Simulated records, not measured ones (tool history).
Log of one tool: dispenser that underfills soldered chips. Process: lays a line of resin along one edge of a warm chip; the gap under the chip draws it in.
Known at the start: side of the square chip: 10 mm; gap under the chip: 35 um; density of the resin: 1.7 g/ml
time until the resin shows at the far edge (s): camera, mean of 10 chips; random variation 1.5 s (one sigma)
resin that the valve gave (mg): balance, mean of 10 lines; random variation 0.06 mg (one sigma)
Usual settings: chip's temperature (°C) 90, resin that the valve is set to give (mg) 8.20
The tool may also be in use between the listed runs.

run    day  chip's temperature (°C)  resin that the valve is set to give (mg)  time until the resin shows at the far edge (s)  resin that the valve gave (mg)
  1  0.000                       90                                      8.20                                           183.8                            8.11
     0.412  -- new syringe of resin
  2  0.675                       90                                      7.83                                           186.7                            7.56
     1.100  -- new syringe of resin
  3  1.212                       90                                      7.83                                           157.6                            7.53
  4  1.538                       90                                      7.83                                           217.3                            7.62
     1.762  -- new syringe of resin
  5  1.908                       90                                      7.83                                           162.7                            7.46
  6  2.404                       90                                      7.83                                           264.4                            7.44
     2.467  -- new syringe of resin
     2.592  -- dispensing valve cleaned and set on the balance
  7  2.825                       93                                      7.24                                           170.0                            7.27
     3.208  -- new syringe of resin
  8  3.250                       76                                      7.24                                           279.8                            7.23
  9  3.754                       84                                      9.77                                           291.9                            9.60
     3.892  -- new syringe of resin
 10  4.446                       84                                      9.77                                           286.3                            9.51

Some steps in time until the resin shows at the far edge (s) between neighbouring runs. How much of each would the tool show without its hidden state too (settings, what came in, random variation), and how much is left for the hidden state, with any gauge scatter that isn't in both results?
The hidden state here: resin's viscosity, % of fresh resin's; dose that the valve gives, % of what is set; true chip temperature over the reading, C; drift of the gauge itself on fill_s, %; drift of the gauge itself on given_mg, %.
Run 7 -> 8: chip's temperature (°C) 93 -> 76, new syringe of resin. time until the resin shows at the far edge (s) +109.8: hidden state -37.3, all else +147.1.
Run 8 -> 9: chip's temperature (°C) 76 -> 84, resin that the valve is set to give (mg) 7.24 -> 9.77. time until the resin shows at the far edge (s) +12.1: hidden state +108.9, all else -96.8.
